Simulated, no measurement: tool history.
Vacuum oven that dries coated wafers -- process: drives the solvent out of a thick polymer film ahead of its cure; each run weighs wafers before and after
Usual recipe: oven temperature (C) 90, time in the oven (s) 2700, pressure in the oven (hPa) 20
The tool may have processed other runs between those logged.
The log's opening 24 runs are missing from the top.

Run 25, hour 278.3: usual settings but pressure in the oven (hPa) 41. Result: solvent left in the film (%) 3.37.
Run 26, hour 291.8: usual settings but time in the oven (s) 3360. Result: solvent left in the film (%) 2.03.
Run 27, hour 302.1: usual settings but oven temperature (C) 96, pressure in the oven (hPa) 12.9. Result: solvent left in the film (%) 1.14.
Run 28, hour 317.4: usual settings but oven temperature (C) 96, pressure in the oven (hPa) 12.9. Result: solvent left in the film (%) 1.14.
Run 29, hour 334: usual settings but oven temperature (C) 96, pressure in the oven (hPa) 12.9. Result: solvent left in the film (%) 1.12.
Run 30, hour 344.6: usual settings but oven temperature (C) 96, pressure in the oven (hPa) 33.3. Result: solvent left in the film (%) 1.72.
Run 31, hour 352.8: usual settings but oven temperature (C) 96, time in the oven (s) 2940, pressure in the oven (hPa) 33.3. Result: solvent left in the film (%) 1.61.
Run 32, hour 363.6: usual settings but oven temperature (C) 96, time in the oven (s) 2940, pressure in the oven (hPa) 18.4. Result: solvent left in the film (%) 1.15.
Run 33, hour 378: usual settings but oven temperature (C) 87, time in the oven (s) 1680, pressure in the oven (hPa) 12.4. Result: solvent left in the film (%) 5.31.
Run 34, hour 389.7: usual settings but oven temperature (C) 87, time in the oven (s) 1680, pressure in the oven (hPa) 12.4. Result: solvent left in the film (%) 5.29.
Run 35, hour 399.4: usual settings but time in the oven (s) 2940, pressure in the oven (hPa) 46.2. Result: solvent left in the film (%) 3.3.
Run 36, hour 411.3: usual settings but oven temperature (C) 88, time in the oven (s) 1560, pressure in the oven (hPa) 46.2. Result: solvent left in the film (%) 6.2.
Run 37, hour 418: usual settings but oven temperature (C) 104, pressure in the oven (hPa) 18.4. Result: solvent left in the film (%) 0.55.
Run 38, hour 432.8: usual settings but oven temperature (C) 104, pressure in the oven (hPa) 18.4. Result: solvent left in the film (%) 0.55.
Run 39, hour 440.1: usual settings but oven temperature (C) 104, pressure in the oven (hPa) 18.4. Result: solvent left in the film (%) 0.55.
Run 40, hour 454.9: usual settings but oven temperature (C) 104, pressure in the oven (hPa) 18.4. Result: solvent left in the film (%) 0.59.
Run 41, hour 468.2: usual settings but oven temperature (C) 76, pressure in the oven (hPa) 11.2. Result: solvent left in the film (%) 7.04.
Run 42, hour 474.9: usual settings but oven temperature (C) 82, time in the oven (s) 3780, pressure in the oven (hPa) 13.2. Result: solvent left in the film (%) 3.8.
Run 43, hour 489.9: usual settings but oven temperature (C) 93, time in the oven (s) 1920, pressure in the oven (hPa) 26.2. Result: solvent left in the film (%) 3.22.
Run 44, hour 504.6: usual settings but oven temperature (C) 98, time in the oven (s) 1980, pressure in the oven (hPa) 11.4. Result: solvent left in the film (%) 1.5.
Run 45, hour 513.1: usual settings but oven temperature (C) 97, time in the oven (s) 3480, pressure in the oven (hPa) 19.9. Result: solvent left in the film (%) 0.91.
Run 46, hour 521: usual settings but oven temperature (C) 98, time in the oven (s) 1380, pressure in the oven (hPa) 20.7. Result: solvent left in the film (%) 2.88.

Below are 4 alternative next runs, each starting from the tool's condition after run 46. Predict each:
Run A, hour 529.7: usual settings but oven temperature (C) 98, time in the oven (s) 1380, pressure in the oven (hPa) 34.2. Result: solvent left in the film (%) ?.
Run B, hour 529.7: usual settings but time in the oven (s) 1800. Result: solvent left in the film (%) ?.
Run C, hour 529.7: usual settings but time in the oven (s) 2880. Result: solvent left in the film (%) ?.
Run D, hour 529.7: usual settings but oven temperature (C) 103, time in the oven (s) 1380, pressure in the oven (hPa) 31.5. Result: solvent left in the film (%) ?.

run  solvent left in the film (%)
  A                          3.28
  B                          4.29
  C                          2.53
  D                          1.87
What these runs would have given with no unlogged condition in the tool:
run  solvent left in the film (%)
  A                          2.98
  B                          3.95
  C                          2.25
  D                          1.67
